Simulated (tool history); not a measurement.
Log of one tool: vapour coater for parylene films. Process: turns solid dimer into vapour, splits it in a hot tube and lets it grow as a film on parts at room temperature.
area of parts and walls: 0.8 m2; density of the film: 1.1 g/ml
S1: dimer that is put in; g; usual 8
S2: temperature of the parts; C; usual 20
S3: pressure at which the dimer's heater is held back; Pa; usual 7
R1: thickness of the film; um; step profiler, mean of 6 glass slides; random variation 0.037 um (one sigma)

run,hour,S1,S2,S3,R1
1,0,8,20,7,5.11
2,9,4,20,7,2.53
3,25.6,4,20,7,2.52
4,40.8,8,20,7.18,4.95
5,57.7,8,20,7,5
6,73.8,8,20,7,5
7,83.8,8,20,7,5.03
8,102.6,7,20,7,4.27
9,116.9,5,20,7,3.05
10,135.9,8,20,3.61,5.17
11,151,8,21,7,4.67
# hour 161.1: trap's valve overhauled
12,171.3,8,21,7,5.14
13,189,8,20,7,5.4
14,199.3,8,20,7,5.41
15,215.2,8,20,7,5.33
16,236.2,8,20,7,5.33
17,252.1,8,20,7,5.34
18,266.4,8,20,7,5.33
19,284.7,6,20,7,4.01
20,302.5,6,20,7,3.97
21,323,6,20,7,3.97
22,341.9,6,20,7.08,3.88
23,353.4,6,20,7.08,3.96
24,373.8,8,20,7,5.2
25,393.7,9,25,7,4.68
26,408,4,20,6.23,2.65
27,427.1,4,22,2.21,2.54
28,443.3,5,23,2.47,3.02
29,464.6,5,23,2.47,3
30,482.3,6,23,2.53,3.61
31,493.7,4,16,2.23,3.25
32,508.1,4,21,5.94,2.45
33,517.8,4,16,7,2.96
34,527.6,5,15,10.33,3.77
35,545.5,9,12,10.26,7.77
36,561.6,6,23,3.23,3.49
37,574.2,6,23,3.23,3.54
38,590.3,8,12,3.62,7.18
39,603.8,8,16,7,5.87
40,621.6,8,16,3.33,6.14
41,633.8,8,16,3.33,6.15
42,652.9,4,23,3.83,2.29
43,664.4,11,12,3.99,9.74
44,683.1,8,27,8.75,3.57

Forecast run 45:
45,703.6,13,21,2.05,?

R1: 8.28 um
Without the tool's hidden state the same run would have given R1 9.41 um.

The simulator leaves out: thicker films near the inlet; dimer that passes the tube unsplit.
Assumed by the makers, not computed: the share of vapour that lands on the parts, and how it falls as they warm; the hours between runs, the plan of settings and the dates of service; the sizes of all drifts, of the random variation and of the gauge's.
